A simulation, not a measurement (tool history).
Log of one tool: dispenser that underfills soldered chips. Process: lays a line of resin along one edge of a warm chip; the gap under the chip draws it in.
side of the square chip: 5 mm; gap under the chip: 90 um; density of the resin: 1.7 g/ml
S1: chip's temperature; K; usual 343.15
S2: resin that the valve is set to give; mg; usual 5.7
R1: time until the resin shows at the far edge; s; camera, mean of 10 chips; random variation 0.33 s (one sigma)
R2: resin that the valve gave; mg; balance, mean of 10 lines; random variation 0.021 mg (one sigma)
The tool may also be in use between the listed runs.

| run | hour | S1 | S2 | R1 | R2 |
|---|---|---|---|---|---|
| 1 | 0 | 343.15 | 5.7 | 16.6 | 5.67 |
| 2 | 3.6 | 328.15 | 5.7 | 50.4 | 5.64 |
| 3 | 7.7 | 328.15 | 5.7 | 63.8 | 5.6 |
|  | 10.8 | new syringe of resin |
| 4 | 12.2 | 355.15 | 5.7 | 7.6 | 5.57 |
| 5 | 15.7 | 343.15 | 5.34 | 18.7 | 5.29 |
| 6 | 20.9 | 343.15 | 5.81 | 26.1 | 5.72 |
| 7 | 23.9 | 336.15 | 6.26 | 46.1 | 6.13 |
|  | 25.1 | new syringe of resin |
| 8 | 29.8 | 352.15 | 5.71 | 11.5 | 5.59 |
| 9 | 33.3 | 347.15 | 4.92 | 19.6 | 4.82 |
|  | 39.4 | new syringe of resin |
| 10 | 39.8 | 347.15 | 4.92 | 11.8 | 4.79 |
| 11 | 43.5 | 347.15 | 4.92 | 15.2 | 4.8 |

The same runs without the tool's hidden state, with the same run-to-run variation:
The hidden state here: resin's viscosity, % of fresh resin's; dose that the valve gives, % of what is set; true chip temperature over the reading, C; drift of the gauge itself on fill_s, %; drift of the gauge itself on given_mg, %.
| run | R1 | R2 |
|---|---|---|
| 1 | 13.7 | 5.74 |
| 2 | 33.4 | 5.72 |
| 3 | 32.4 | 5.68 |
| 4 | 7.1 | 5.66 |
| 5 | 13.9 | 5.38 |
| 6 | 14.1 | 5.83 |
| 7 | 20.9 | 6.25 |
| 8 | 8.6 | 5.71 |
| 9 | 11.8 | 4.93 |
| 10 | 11.6 | 4.91 |
| 11 | 11.8 | 4.93 |
